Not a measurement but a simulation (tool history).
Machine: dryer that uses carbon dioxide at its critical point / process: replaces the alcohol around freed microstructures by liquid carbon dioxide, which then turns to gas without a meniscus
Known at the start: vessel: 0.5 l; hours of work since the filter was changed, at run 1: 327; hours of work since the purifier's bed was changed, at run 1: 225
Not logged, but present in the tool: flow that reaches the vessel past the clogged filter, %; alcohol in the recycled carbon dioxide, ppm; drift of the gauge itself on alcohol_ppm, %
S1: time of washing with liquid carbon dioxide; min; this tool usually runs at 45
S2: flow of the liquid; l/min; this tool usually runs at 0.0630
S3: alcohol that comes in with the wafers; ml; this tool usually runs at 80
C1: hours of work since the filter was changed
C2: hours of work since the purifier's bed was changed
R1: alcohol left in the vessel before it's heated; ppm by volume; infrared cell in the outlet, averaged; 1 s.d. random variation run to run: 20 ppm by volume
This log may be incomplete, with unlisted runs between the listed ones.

| run | day | S1 | S2 | S3 | C1 | C2 | R1 |
|---|---|---|---|---|---|---|---|
| 1 | 0.000 | 45 | 0.0630 | 80 | 327 | 225 | 1640 |
| 2 | 1.192 | 45 | 0.0630 | 80 | 338 | 236 | 1650 |
| 3 | 2.896 | 45 | 0.0630 | 80 | 354 | 253 | 1608 |
| 4 | 4.308 | 45 | 0.0630 | 80 | 368 | 266 | 1673 |
| 5 | 6.067 | 61 | 0.0630 | 80 | 385 | 283 | 372 |
| 6 | 8.475 | 45 | 0.0630 | 80 | 408 | 306 | 1710 |
| 7 | 9.504 | 45 | 0.0630 | 80 | 418 | 316 | 1768 |
|  | 10.717 | inlet filter changed |
| 8 | 11.233 | 45 | 0.0630 | 80 | 5 | 332 | 1347 |
| 9 | 12.538 | 70 | 0.0630 | 80 | 18 | 345 | 155 |
| 10 | 13.550 | 45 | 0.0630 | 80 | 27 | 355 | 1432 |
| 11 | 15.050 | 41 | 0.0630 | 80 | 42 | 369 | 2065 |
| 12 | 17.354 | 41 | 0.0839 | 80 | 64 | 391 | 612 |
| 13 | 18.871 | 58 | 0.0839 | 80 | 78 | 406 | 116 |
| 14 | 20.400 | 45 | 0.0418 | 80 | 93 | 420 | 6413 |
| 15 | 22.562 | 45 | 0.0418 | 80 | 114 | 441 | 6514 |
| 16 | 23.867 | 34 | 0.0630 | 80 | 126 | 454 | 4677 |
| 17 | 25.125 | 34 | 0.0630 | 80 | 138 | 466 | 4564 |
| 18 | 27.217 | 34 | 0.0630 | 80 | 159 | 486 | 4497 |
| 19 | 29.554 | 27 | 0.0630 | 80 | 181 | 508 | 9685 |
| 20 | 30.658 | 65 | 0.0630 | 80 | 192 | 519 | 258 |
| 21 | 32.812 | 65 | 0.0630 | 80 | 212 | 540 | 273 |
| 22 | 34.767 | 45 | 0.0630 | 80 | 231 | 558 | 1581 |
| 23 | 37.104 | 45 | 0.0630 | 80 | 254 | 581 | 1614 |
| 24 | 38.604 | 45 | 0.0630 | 20 | 268 | 595 | 465 |
| 25 | 39.683 | 45 | 0.0630 | 81 | 278 | 606 | 1716 |
| 26 | 41.629 | 45 | 0.0630 | 81 | 297 | 624 | 1660 |
| 27 | 42.721 | 45 | 0.0630 | 81 | 308 | 635 | 1776 |
| 28 | 44.696 | 31 | 0.0949 | 113 | 327 | 654 | 2249 |
| 29 | 47.108 | 39 | 0.0630 | 88 | 350 | 677 | 3412 |
| 30 | 48.375 | 39 | 0.0587 | 71 | 362 | 689 | 3609 |
| 31 | 49.838 | 39 | 0.0587 | 71 | 376 | 703 | 3679 |
| 32 | 51.933 | 39 | 0.0587 | 71 | 396 | 723 | 3720 |
| 33 | 53.354 | 39 | 0.0587 | 71 | 410 | 737 | 3698 |
| 34 | 54.608 | 39 | 0.0587 | 71 | 422 | 749 | 3688 |
|  | 55.392 | inlet filter changed |
| 35 | 57.067 | 51 | 0.0732 | 41 | 16 | 772 | 276 |
| 36 | 58.871 | 61 | 0.0519 | 24 | 33 | 790 | 329 |
| 37 | 60.967 | 61 | 0.0519 | 24 | 54 | 810 | 331 |
| 38 | 63.312 | 70 | 0.0662 | 33 | 76 | 832 | 143 |

Run 39 has not been measured yet. What should we expect?
| 39 | 65.046 | 70 | 0.0662 | 33 | 93 | 849 | ? |

R1: 148 ppm by volume
Take away the tool's hidden state, keep the run-to-run variation as it was, and the same run would have given R1 29 ppm by volume.

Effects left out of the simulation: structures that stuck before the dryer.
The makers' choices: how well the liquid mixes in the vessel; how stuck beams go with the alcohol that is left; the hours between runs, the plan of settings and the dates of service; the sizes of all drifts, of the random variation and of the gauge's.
